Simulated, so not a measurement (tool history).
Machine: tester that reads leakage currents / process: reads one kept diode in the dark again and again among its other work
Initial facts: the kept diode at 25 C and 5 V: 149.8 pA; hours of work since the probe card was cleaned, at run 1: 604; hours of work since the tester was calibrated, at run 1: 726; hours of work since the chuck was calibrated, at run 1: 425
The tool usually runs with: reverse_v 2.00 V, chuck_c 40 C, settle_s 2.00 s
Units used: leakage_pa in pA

| run | hour | reverse_v | chuck_c | settle_s | hours of work since the probe card was cleaned | hours of work since the tester was calibrated | hours of work since the chuck was calibrated | leakage_pa |
|---|---|---|---|---|---|---|---|---|
| 1 | 0.0 | 2.00 | 40 | 2.00 | 604 | 726 | 425 | 345.35 |
| 2 | 109.5 | 2.00 | 51 | 2.00 | 654 | 776 | 475 | 779.25 |
| 3 | 153.8 | 2.00 | 51 | 2.00 | 675 | 797 | 496 | 782.41 |
| 4 | 255.9 | 2.00 | 40 | 3.39 | 722 | 844 | 543 | 353.85 |
| 5 | 339.0 | 2.00 | 36 | 2.00 | 760 | 882 | 581 | 261.55 |
| 6 | 444.4 | 2.00 | 36 | 2.00 | 809 | 930 | 629 | 263.65 |
| 7 | 523.1 | 2.00 | 36 | 2.00 | 845 | 967 | 666 | 265.38 |
| 8 | 599.0 | 2.00 | 36 | 2.00 | 880 | 1002 | 700 | 267.12 |
| 9 | 657.6 | 2.00 | 40 | 2.00 | 907 | 1029 | 727 | 365.55 |
| 10 | 712.8 | 2.00 | 40 | 2.00 | 932 | 1054 | 753 | 366.56 |
| 11 | 808.6 | 2.00 | 40 | 2.00 | 976 | 1098 | 797 | 368.85 |
| 12 | 905.1 | 2.00 | 40 | 2.00 | 1021 | 1142 | 841 | 369.58 |
|  | 914.9 | probe card cleaned and baked |
|  | 958.9 | chuck's temperature calibrated |
| 13 | 994.0 | 2.00 | 40 | 2.00 | 35 | 1181 | 16 | 327.24 |
| 14 | 1074.2 | 2.00 | 40 | 2.00 | 72 | 1218 | 53 | 327.97 |
| 15 | 1127.4 | 2.00 | 38 | 2.00 | 97 | 1242 | 78 | 284.21 |
| 16 | 1195.7 | 2.00 | 40 | 2.00 | 128 | 1274 | 109 | 332.82 |
| 17 | 1295.3 | 2.00 | 53 | 2.00 | 174 | 1320 | 155 | 872.32 |
| 18 | 1349.5 | 2.00 | 53 | 2.00 | 199 | 1345 | 180 | 867.15 |
| 19 | 1413.8 | 2.00 | 40 | 2.00 | 229 | 1374 | 209 | 337.17 |
| 20 | 1501.8 | 2.00 | 40 | 2.00 | 269 | 1415 | 250 | 338.83 |
| 21 | 1574.7 | 12.92 | 46 | 2.00 | 303 | 1448 | 283 | 1331.68 |
| 22 | 1668.9 | 12.92 | 46 | 2.35 | 346 | 1492 | 327 | 1332.54 |
| 23 | 1723.2 | 2.00 | 40 | 0.38 | 371 | 1517 | 352 | 348.98 |
| 24 | 1769.9 | 3.19 | 34 | 6.45 | 393 | 1538 | 373 | 275.34 |
| 25 | 1828.3 | 3.19 | 34 | 6.45 | 419 | 1565 | 400 | 274.62 |
| 26 | 1874.0 | 3.19 | 34 | 6.45 | 440 | 1586 | 421 | 277.15 |
| 27 | 1943.0 | 3.19 | 34 | 6.45 | 472 | 1618 | 453 | 277.08 |
| 28 | 2048.1 | 10.89 | 23 | 2.00 | 521 | 1666 | 501 | 217.60 |
| 29 | 2096.5 | 10.89 | 23 | 2.00 | 543 | 1688 | 524 | 219.32 |
| 30 | 2148.1 | 10.89 | 23 | 2.00 | 567 | 1712 | 547 | 221.15 |
| 31 | 2225.6 | 10.89 | 23 | 2.00 | 602 | 1748 | 583 | 224.22 |
| 32 | 2309.6 | 8.12 | 57 | 1.84 | 641 | 1787 | 622 | 2426.83 |
| 33 | 2358.6 | 5.84 | 41 | 1.84 | 663 | 1809 | 644 | 663.12 |
| 34 | 2430.3 | 15.61 | 40 | 0.78 | 696 | 1842 | 677 | 1005.43 |
| 35 | 2506.8 | 15.61 | 40 | 0.78 | 732 | 1877 | 712 | 1014.79 |
| 36 | 2570.2 | 15.61 | 40 | 0.78 | 761 | 1906 | 742 | 1019.72 |
| 37 | 2645.2 | 6.26 | 27 | 2.20 | 795 | 1941 | 776 | 240.98 |
| 38 | 2738.9 | 8.07 | 25 | 0.48 | 839 | 1984 | 819 | 240.97 |
| 39 | 2794.6 | 1.37 | 36 | 1.60 | 864 | 2010 | 845 | 230.73 |

Hidden state at the last listed run before each entry between runs and at the first one after, where it differs:
Runs 12 to 13: probe card cleaned and baked (hour 914.9); chuck's temperature calibrated (hour 958.9)
  stray current of the dirty probe card, pA a volt: 2.427 -> 0.118; current scale over the true one, %: 0.54 -> 0.56; true chuck temperature over the reading, C: 1.57 -> 0.07
  measured less the result without the state, leakage_pa: +47.70 -> +3.72 pA

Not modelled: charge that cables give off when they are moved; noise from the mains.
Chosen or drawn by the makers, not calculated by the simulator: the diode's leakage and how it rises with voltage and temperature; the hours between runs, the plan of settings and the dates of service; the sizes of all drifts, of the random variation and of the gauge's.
